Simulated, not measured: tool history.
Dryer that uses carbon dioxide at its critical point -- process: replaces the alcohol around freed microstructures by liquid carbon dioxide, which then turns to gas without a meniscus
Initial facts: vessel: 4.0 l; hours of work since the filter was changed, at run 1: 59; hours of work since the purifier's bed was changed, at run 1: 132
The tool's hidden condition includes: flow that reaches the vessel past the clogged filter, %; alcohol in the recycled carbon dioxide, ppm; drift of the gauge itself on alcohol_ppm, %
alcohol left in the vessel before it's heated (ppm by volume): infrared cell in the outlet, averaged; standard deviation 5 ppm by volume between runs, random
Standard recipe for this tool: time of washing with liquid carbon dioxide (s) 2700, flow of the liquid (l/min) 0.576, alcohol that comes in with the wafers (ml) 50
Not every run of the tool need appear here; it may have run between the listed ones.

run     day  time of washing with liquid carbon dioxide (s)  flow of the liquid (l/min)  alcohol that comes in with the wafers (ml)  hours of work since the filter was changed  hours of work since the purifier's bed was changed  alcohol left in the vessel before it's heated (ppm by volume)
  1       0                                            2700                       0.576                                          50                                          59                                                 132                                                             49
  2   0.288                                            2700                       0.576                                          50                                          63                                                 136                                                             40
  3     0.7                                            2700                       0.576                                          50                                          69                                                 142                                                             48
  4   1.183                                            2700                       0.576                                          50                                          76                                                 149                                                             54
  5     1.6                                            2700                       0.576                                          72                                          82                                                 155                                                             66
  6   2.058                                            2700                       0.576                                          72                                          88                                                 162                                                             55
  7   2.571                                            2700                       0.576                                          72                                          96                                                 169                                                             58
  8   3.054                                            2700                       0.576                                          23                                         103                                                 176                                                             34
  9   3.338                                            2700                       0.936                                          50                                         107                                                 180                                                             33
 10   3.717                                            2700                        0.39                                          50                                         112                                                 186                                                            243
 11   3.962                                            2700                       0.576                                          22                                         116                                                 189                                                             41
 12   4.358                                            2700                       0.576                                          22                                         122                                                 195                                                             39
 13   4.762                                            2700                       0.576                                          22                                         127                                                 201                                                             45
 14   5.238                                            2700                       0.576                                          22                                         134                                                 208                                                             40
 15   5.592                                            2700                       0.466                                          22                                         139                                                 213                                                             82
 16   6.067                                            2700                       0.466                                          29                                         146                                                 220                                                             90
 17   6.338                                            2700                       0.576                                          50                                         150                                                 224                                                             66
      6.454  -- inlet filter changed
 18   6.658                                            2700                       0.576                                          50                                           3                                                 228                                                             45
 19   7.088                                            2160                       0.502                                          27                                           9                                                 234                                                            118
 20   7.417                                            2700                       0.808                                          31                                          14                                                 239                                                             39
 21   7.862                                            4200                       0.439                                          34                                          20                                                 245                                                             43
 22   8.129                                            1860                       0.627                                          26                                          24                                                 249                                                             86
 23   8.354                                            3660                        0.73                                          50                                          27                                                 252                                                             30
 24   8.867                                            2700                       0.597                                          20                                          35                                                 260                                                             46
 25   9.108                                            3120                       0.531                                          64                                          38                                                 263                                                             55
 26   9.371                                            2940                       0.435                                          64                                          42                                                 267                                                            129
 27   9.608                                            4320                       0.576                                          50                                          46                                                 270                                                             31
 28   9.917                                            3540                       0.494                                          51                                          50                                                 275                                                             49
 29  10.279                                            3540                       0.433                                          51                                          55                                                 280                                                             74
 30  10.792                                            3060                       0.576                                          93                                          63                                                 288                                                             57
 31  11.054                                            2640                       0.405                                          57                                          67                                                 291                                                            251
 32  11.467                                            2640                       0.733                                          37                                          73                                                 297                                                             40
 33  11.788                                            1740                       0.576                                          46                                          77                                                 302                                                            240
 34  12.171                                            2280                       0.934                                          38                                          83                                                 308                                                             48
 35  12.608                                            1680                       0.576                                         101                                          89                                                 314                                                            569
 36  12.992                                            1680                       0.576                                         101                                          95                                                 319                                                            578

Predict each of these 5 candidate next runs independently; none follows another, all start after run 36:
  A  13.388                                            1800                       0.387                                         101                                         100                                                 325                                                              ?
  B  13.388                                            1620                       0.533                                          43                                         100                                                 325                                                              ?
  C  13.388                                            2700                       0.499                                          58                                         100                                                 325                                                              ?
  D  13.388                                            2700                       0.912                                          47                                         100                                                 325                                                              ?
  E  13.388                                            2520                       0.551                                          53                                         100                                                 325                                                              ?

run  alcohol left in the vessel before it's heated (ppm by volume)
  A                                                           1726
  B                                                            403
  C                                                            119
  D                                                             43
  E                                                            101
The same runs, with their run-to-run variation unchanged, on a tool lacking any hidden condition would have given:
run  alcohol left in the vessel before it's heated (ppm by volume)
  A                                                           1486
  B                                                            310
  C                                                             63
  D                                                              3
  E                                                             49
